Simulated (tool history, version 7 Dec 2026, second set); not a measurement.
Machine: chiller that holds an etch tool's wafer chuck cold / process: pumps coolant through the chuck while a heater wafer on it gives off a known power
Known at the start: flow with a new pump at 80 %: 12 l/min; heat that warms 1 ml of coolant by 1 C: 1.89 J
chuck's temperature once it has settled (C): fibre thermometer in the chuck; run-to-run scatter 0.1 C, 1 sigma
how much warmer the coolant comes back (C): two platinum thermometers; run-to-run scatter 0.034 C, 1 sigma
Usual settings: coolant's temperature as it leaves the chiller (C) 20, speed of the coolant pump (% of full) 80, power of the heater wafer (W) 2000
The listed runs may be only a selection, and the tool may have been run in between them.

run	hour	coolant's temperature as it leaves the chiller (C)	speed of the coolant pump (% of full)	power of the heater wafer (W)	chuck's temperature once it has settled (C)	how much warmer the coolant comes back (C)
1	0	20	80	2000	35.7	5.31
2	22.1	20	80	2000	35.8	5.24
3	37.9	20	80	2000	36	5.18
4	60.3	20	80	2000	35.8	5.23
5	96.8	20	80	1688	33.2	4.38
6	122.9	20	80	2000	35.7	5.24
7	154.8	20	80	2000	35.8	5.23
8	178.5	20	80	2000	35.9	5.23
9	195.2	20	80	2000	35.7	5.17
10	214	20	80	2000	35.7	5.16
11	243	20	80	2000	35.8	5.21
12	264	20	80	2000	35.8	5.23
13	280.5	20	80	2000	35.8	5.14
14	314.7	20	80	2000	35.8	5.15
15	332.7	30	61	2000	48.3	6.87
16	362.5	30	63	2000	47.9	6.61
17	387.6	10	84	2000	25.3	4.84
18	417.8	10	84	2000	25.3	4.84
19	454.2	10	84	2000	25.3	4.81
20	490.5	10	84	2594	29.7	6.26
21	516.9	15	80	2523	34.8	6.4
22	537.8	15	80	2523	35	6.42
23	567.4	15	80	2523	34.9	6.39
# hour 570.2: chiller's thermometer calibrated
24	592.8	15	80	2523	34.8	6.43
# hour 616.1: gauge calibrated
25	618.4	15	80	2523	34.9	6.73
26	641.5	25	80	2314	43.3	6.12

Alternative continuations, all from the tool just after run 26; predict every row:
A	656.8	25	89	2314	?	?
B	656.8	16	73	2992	?	?
C	656.8	18	80	2314	?	?
D	656.8	20	62	2314	?	?

run	chuck's temperature once it has settled (C)	how much warmer the coolant comes back (C)
A	42.2	5.45
B	40.8	8.65
C	36.2	6.13
D	40.9	8.02
Take away the tool's hidden state, keep each run's random variation, and the runs would have read:
run	chuck's temperature once it has settled (C)	how much warmer the coolant comes back (C)
A	42.2	5.47
B	40.8	8.67
C	36.2	6.14
D	40.9	8.03
